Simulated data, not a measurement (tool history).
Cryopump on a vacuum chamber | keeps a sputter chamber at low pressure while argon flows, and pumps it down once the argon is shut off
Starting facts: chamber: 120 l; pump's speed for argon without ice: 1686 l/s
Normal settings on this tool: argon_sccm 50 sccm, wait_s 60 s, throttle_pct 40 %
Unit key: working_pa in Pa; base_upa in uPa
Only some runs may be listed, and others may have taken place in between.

| run | day | argon_sccm | wait_s | throttle_pct | working_pa | base_upa |
|---|---|---|---|---|---|---|
| 1 | 0.000 | 50 | 60 | 40 | 0.1357 | 2.99 |
| 2 | 4.721 | 50 | 60 | 40 | 0.1373 | 3.07 |
| 3 | 9.162 | 50 | 60 | 40 | 0.1380 | 3.18 |
| 4 | 11.992 | 50 | 60 | 40 | 0.1388 | 3.38 |
| 5 | 14.562 | 50 | 60 | 40 | 0.1411 | 3.40 |
| 6 | 16.708 | 50 | 60 | 40 | 0.1429 | 3.40 |
| 7 | 21.446 | 50 | 60 | 16 | 0.3322 | 3.56 |
| 8 | 23.550 | 50 | 60 | 16 | 0.3310 | 3.69 |
|  | 24.696 | leaking fittings of the chamber tightened, without venting |
|  | 27.096 | pump warmed up, emptied and cooled again |
| 9 | 27.096 | 50 | 152 | 16 | 0.3149 | 0.68 |
| 10 | 30.008 | 50 | 152 | 16 | 0.3125 | 0.76 |
| 11 | 33.708 | 50 | 60 | 40 | 0.1285 | 1.47 |
| 12 | 38.004 | 50 | 220 | 24 | 0.2142 | 0.72 |
| 13 | 42.008 | 50 | 141 | 24 | 0.2141 | 0.97 |
| 14 | 44.212 | 50 | 141 | 31 | 0.1668 | 0.98 |
| 15 | 46.571 | 50 | 141 | 31 | 0.1676 | 1.04 |
| 16 | 51.450 | 50 | 141 | 31 | 0.1702 | 1.14 |
| 17 | 56.329 | 47 | 260 | 31 | 0.1606 | 0.99 |
| 18 | 58.746 | 47 | 21 | 21 | 0.2348 | 3.97 |
| 19 | 60.871 | 88 | 62 | 26 | 0.3557 | 1.96 |
| 20 | 63.912 | 25 | 196 | 16 | 0.1625 | 1.21 |
| 21 | 68.479 | 44 | 141 | 28 | 0.1680 | 1.43 |

Here are 3 independent what-if runs from the current tool condition. What would each one return?
| A | 72.417 | 44 | 141 | 50 | ? | ? |
| B | 72.417 | 50 | 109 | 40 | ? | ? |
| C | 72.417 | 35 | 39 | 30 | ? | ? |

| run | working_pa | base_upa |
|---|---|---|
| A | 0.1002 | 1.49 |
| B | 0.1399 | 1.64 |
| C | 0.1256 | 2.75 |
What these runs would have given with no unlogged condition in the tool:
| run | working_pa | base_upa |
|---|---|---|
| A | 0.0877 | 0.63 |
| B | 0.1258 | 0.78 |
| C | 0.1157 | 1.90 |
